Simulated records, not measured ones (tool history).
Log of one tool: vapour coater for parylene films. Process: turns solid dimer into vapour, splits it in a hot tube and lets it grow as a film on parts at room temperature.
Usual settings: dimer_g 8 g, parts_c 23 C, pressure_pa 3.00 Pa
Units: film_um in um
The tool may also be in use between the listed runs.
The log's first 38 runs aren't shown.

run     day  dimer_g  parts_c  pressure_pa  hours of work since the trap's valve was overhauled  hours of work since the table's thermometer was calibrated  film_um
 39  22.146        8       23         3.00                                                  248                                                         405    2.263
 40  22.862        8       23         3.00                                                  261                                                         417    2.278
 41  23.229        8       23         3.00                                                  267                                                         423    2.266
 42  24.012       10       34        10.85                                                  280                                                         437    1.851
 43  24.371        3       18         4.19                                                  286                                                         443    0.865
 44  24.933        3       18         4.19                                                  296                                                         453    0.872
 45  25.546        6       18        10.65                                                  307                                                         463    1.470
 46  25.988        3       23        11.08                                                  314                                                         471    0.677

3 ways to go on from here, each from the tool as it stands after run 46. What would each give?
  A  26.750       13       28         4.74                                                  327                                                         484        ?
  B  26.750        8       34         3.00                                                  327                                                         484        ?
  C  26.750        8       20         4.80                                                  327                                                         484        ?

run  film_um
  A    3.141
  B    1.916
  C    2.205
Without the tool's hidden state the same runs would have given:
run  film_um
  A    3.018
  B    1.841
  C    2.119
